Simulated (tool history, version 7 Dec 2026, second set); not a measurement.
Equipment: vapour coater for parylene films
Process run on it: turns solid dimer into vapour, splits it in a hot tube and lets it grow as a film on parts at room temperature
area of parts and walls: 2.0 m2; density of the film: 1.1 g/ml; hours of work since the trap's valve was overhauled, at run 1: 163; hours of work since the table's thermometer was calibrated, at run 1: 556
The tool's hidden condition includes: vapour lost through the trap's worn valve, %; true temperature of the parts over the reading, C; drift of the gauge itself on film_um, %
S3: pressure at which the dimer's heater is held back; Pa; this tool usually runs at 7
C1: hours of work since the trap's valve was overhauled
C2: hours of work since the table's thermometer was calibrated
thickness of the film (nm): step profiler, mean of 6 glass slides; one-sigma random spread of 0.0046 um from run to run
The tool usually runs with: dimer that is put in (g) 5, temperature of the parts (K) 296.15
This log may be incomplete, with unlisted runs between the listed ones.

Run 1, hour 0: usual settings; C1 163; C2 556. Result: thickness of the film (nm) 1470.
Run 2, hour 20: usual settings; C1 176; C2 569. Result: thickness of the film (nm) 1468.
Run 3, hour 43.8: usual settings; C1 190; C2 584. Result: thickness of the film (nm) 1474.
Run 4, hour 61.2: usual settings; C1 201; C2 595. Result: thickness of the film (nm) 1473.
Run 5, hour 85: usual settings; C1 216; C2 609. Result: thickness of the film (nm) 1474.
Run 6, hour 97: usual settings; C1 224; C2 617. Result: thickness of the film (nm) 1476.
Run 7, hour 119.7: usual settings; C1 238; C2 631. Result: thickness of the film (nm) 1486.
Run 8, hour 137.3: usual settings but temperature of the parts (K) 299.15; C1 249; C2 642. Result: thickness of the film (nm) 1319.
Run 9, hour 153.2: usual settings but temperature of the parts (K) 299.15; C1 259; C2 652. Result: thickness of the film (nm) 1313.
Run 10, hour 176.9: usual settings; C1 273; C2 667. Result: thickness of the film (nm) 1488.
Run 11, hour 195.1: usual settings; C1 285; C2 678. Result: thickness of the film (nm) 1478.
Run 12, hour 221.3: usual settings; C1 301; C2 694. Result: thickness of the film (nm) 1487.
Run 13, hour 233.9: usual settings; C1 309; C2 702. Result: thickness of the film (nm) 1483.
Run 14, hour 260.2: usual settings; C1 325; C2 718. Result: thickness of the film (nm) 1482.
Run 15, hour 278: usual settings; C1 336; C2 729. Result: thickness of the film (nm) 1489.
Run 16, hour 291.1: usual settings; C1 344; C2 738. Result: thickness of the film (nm) 1486.
Run 17, hour 306.9: usual settings but temperature of the parts (K) 299.15; C1 354; C2 747. Result: thickness of the film (nm) 1327.
Run 18, hour 330.5: usual settings but temperature of the parts (K) 299.15; C1 369; C2 762. Result: thickness of the film (nm) 1317.
Run 19, hour 349.7: usual settings but temperature of the parts (K) 299.15; C1 381; C2 774. Result: thickness of the film (nm) 1329.
Run 20, hour 373.6: usual settings but temperature of the parts (K) 299.15, S3 4.08 Pa; C1 396; C2 789. Result: thickness of the film (nm) 1432.
Run 21, hour 387: usual settings but temperature of the parts (K) 299.15, S3 4.08 Pa; C1 404; C2 797. Result: thickness of the film (nm) 1429.
Run 22, hour 408.4: usual settings but S3 4.19 Pa; C1 417; C2 811. Result: thickness of the film (nm) 1600.
Run 23, hour 436: usual settings but temperature of the parts (K) 302.15; C1 435; C2 828. Result: thickness of the film (nm) 1175.
Run 24, hour 450: usual settings but temperature of the parts (K) 302.15; C1 443; C2 837. Result: thickness of the film (nm) 1169.
Run 25, hour 464.3: usual settings but temperature of the parts (K) 302.15; C1 452; C2 845. Result: thickness of the film (nm) 1186.
Run 26, hour 491.4: usual settings but dimer that is put in (g) 2, temperature of the parts (K) 299.15, S3 8.26 Pa; C1 469; C2 862. Result: thickness of the film (nm) 519.
Run 27, hour 513.3: usual settings but dimer that is put in (g) 2, temperature of the parts (K) 299.15, S3 8.26 Pa; C1 483; C2 876. Result: thickness of the film (nm) 524.
Run 28, hour 536: usual settings but dimer that is put in (g) 2, temperature of the parts (K) 299.15, S3 8.26 Pa; C1 497; C2 890. Result: thickness of the film (nm) 519.
Run 29, hour 561.9: usual settings but temperature of the parts (K) 292.15, S3 3.58 Pa; C1 513; C2 906. Result: thickness of the film (nm) 1939.
Run 30, hour 582.7: usual settings but dimer that is put in (g) 2, temperature of the parts (K) 297.15, S3 2.57 Pa; C1 526; C2 919. Result: thickness of the film (nm) 670.
Run 31, hour 607.4: usual settings but temperature of the parts (K) 294.15, S3 8.85 Pa; C1 541; C2 935. Result: thickness of the film (nm) 1582.
Run 32, hour 623.2: usual settings but temperature of the parts (K) 298.15, S3 7.61 Pa; C1 551; C2 944. Result: thickness of the film (nm) 1372.
Run 33, hour 636.7: usual settings but S3 9.14 Pa; C1 560; C2 953. Result: thickness of the film (nm) 1453.
Run 34, hour 664.7: usual settings but S3 9.14 Pa; C1 577; C2 970. Result: thickness of the film (nm) 1453.
Run 35, hour 689: usual settings but temperature of the parts (K) 294.15, S3 7.91 Pa; C1 592; C2 985. Result: thickness of the film (nm) 1605.
At hour 699.1: gauge calibrated.
Run 36, hour 709.6: usual settings but dimer that is put in (g) 4, S3 9.11 Pa; C1 605; C2 998. Result: thickness of the film (nm) 1134.
Run 37, hour 736.3: usual settings but dimer that is put in (g) 6, temperature of the parts (K) 291.15, S3 2.82 Pa; C1 622; C2 1015. Result: thickness of the film (nm) 2454.
Run 38, hour 751.8: usual settings but temperature of the parts (K) 291.15, S3 3.12 Pa; C1 631; C2 1024. Result: thickness of the film (nm) 2018.

Expected results for the next run?
Run 39, hour 769.2: usual settings but dimer that is put in (g) 3, temperature of the parts (K) 292.15, S3 3.84 Pa; C1 642; C2 1035. Result: thickness of the film (nm) ?.

thickness of the film (nm): 1129
The same run, on a tool lacking any hidden state, would have yielded thickness of the film (nm) 1128.
